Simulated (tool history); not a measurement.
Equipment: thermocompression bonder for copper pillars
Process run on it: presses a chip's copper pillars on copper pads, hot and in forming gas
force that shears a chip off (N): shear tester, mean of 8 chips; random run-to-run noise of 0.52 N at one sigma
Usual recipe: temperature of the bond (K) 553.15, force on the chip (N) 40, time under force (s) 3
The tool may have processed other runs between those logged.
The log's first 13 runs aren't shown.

run     day  temperature of the bond (K)  force on the chip (N)  time under force (s)  force that shears a chip off (N)
 14  41.696                       553.15                     40                     3                              96.5
     44.817  -- forming gas filter changed
 15  45.562                       553.15                     40                     3                             103.3
 16  48.867                       553.15                     40                     3                             101.8
 17  52.875                       553.15                     40                     3                             100.1
 18  55.979                       553.15                     40                     3                              99.5
 19  58.562                       553.15                     40                     3                              97.3
 20  60.371                       551.15                     40                     3                              94.8
     62.258  -- forming gas filter changed
 21  62.683                       553.15                     25                     3                              72.6
 22  66.108                       532.15                     45                     3                              89.7

Forecast run 23:
 23  68.354                       532.15                     45                     3                                 ?

Run 23 measured force that shears a chip off (N) 88.2.
The same run, on a tool lacking any hidden state, would have yielded force that shears a chip off (N) 85.4.
